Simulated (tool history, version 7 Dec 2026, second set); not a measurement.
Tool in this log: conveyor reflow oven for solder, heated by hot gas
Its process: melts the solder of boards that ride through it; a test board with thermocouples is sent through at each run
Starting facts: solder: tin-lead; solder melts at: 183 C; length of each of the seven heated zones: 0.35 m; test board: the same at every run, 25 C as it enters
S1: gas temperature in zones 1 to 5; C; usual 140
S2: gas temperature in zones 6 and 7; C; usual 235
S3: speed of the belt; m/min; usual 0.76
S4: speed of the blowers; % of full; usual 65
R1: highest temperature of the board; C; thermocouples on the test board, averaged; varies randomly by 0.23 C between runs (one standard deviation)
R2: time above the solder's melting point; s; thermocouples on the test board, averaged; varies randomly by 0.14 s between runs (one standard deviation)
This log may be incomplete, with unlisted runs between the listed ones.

run,hour,S1,S2,S3,S4,R1,R2
1,0,140,235,0.76,65,217.3,42.3
2,12.9,140,235,0.76,89,220.5,44.3
3,31.1,140,235,0.76,89,220.1,44.2
4,44.8,140,235,0.819,89,217.8,39.7
5,53.2,140,235,0.819,89,217.7,39.5
6,67.8,140,235,0.76,65,216.5,41.6
7,80.3,140,235,0.76,65,216.8,41.7
8,97.5,140,235,0.76,65,216.3,41.6
9,109.4,140,235,0.76,65,216.3,41.5
10,125.7,140,235,0.76,87,219.7,43.9
11,145.3,140,234,0.76,65,217.6,42.5
12,165.8,140,234,0.76,65,217,42.3
13,190,140,234,0.76,65,217.1,43
14,202.7,140,235,0.76,56,216.5,42.2
15,217.2,137,235,0.76,56,215.9,40.8
16,230.5,137,235,0.76,56,215.5,40.8
17,242.1,131,235,0.877,66,211.1,31
18,263.9,126,243,0.743,71,223.4,43.3
19,275.7,140,235,0.905,65,210.9,31.1
20,292.5,140,223,0.898,52,198.7,21.4
21,310.1,140,223,0.725,53,206.1,36
22,330.1,140,223,0.725,53,205.9,35.9
23,349.2,140,225,0.725,66,209.4,39.4
24,362.7,127,244,0.754,69,223.1,42.3
25,374.4,140,235,0.775,71,217.2,40.7
26,385.3,150,245,0.86,71,223.6,42.1
27,401.9,136,250,0.704,71,232,51.8
28,419.5,136,250,0.704,71,232.3,51.9
29,434,140,250,0.625,71,236.3,61.4
30,454,140,250,0.625,60,234.8,60.7
31,469.6,140,250,0.625,60,234.7,60.8
32,489.1,139,235,0.738,82,219.3,44.3

The log once held 3 entries between its listed runs, left out of this copy. Where does each go, and what is different about the tool's unlogged condition between the listed run before it and the listed run after it?
In the gap between runs 10 and 11: flux residue cleaned out of gas plates and filters (hour 141.6)
  heat that the gas passes to the board, % of a clean oven's: 91.6 -> 99.8; belt's true speed, % of the reading: 98.8 -> 98.78; true gas temperature in zones 6 and 7 over the reading, C: -0.55 -> -0.58
  difference, measured minus the result without the unlogged condition, R1: -2.2 -> -0.2 C; R2: -0.8 -> +0.5 s
In the gap between runs 12 and 13: belt drive overhauled, speed set with a stopwatch (hour 171.4)
  heat that the gas passes to the board, % of a clean oven's: 99.5 -> 99.2; belt's true speed, % of the reading: 98.75 -> 98.08; true gas temperature in zones 6 and 7 over the reading, C: -0.63 -> -0.67
  difference, measured minus the result without the unlogged condition, R1: -0.3 -> -0.2 C; R2: +0.4 -> +0.8 s
In the gap between runs 17 and 18: belt drive overhauled, speed set with a stopwatch, once more (hour 254.6)
  heat that the gas passes to the board, % of a clean oven's: 98.3 -> 98; belt's true speed, % of the reading: 98.01 -> 100; true gas temperature in zones 6 and 7 over the reading, C: -0.8 -> -0.84
  difference, measured minus the result without the unlogged condition, R1: -0.3 -> -1.3 C; R2: +0.5 -> -0.7 s
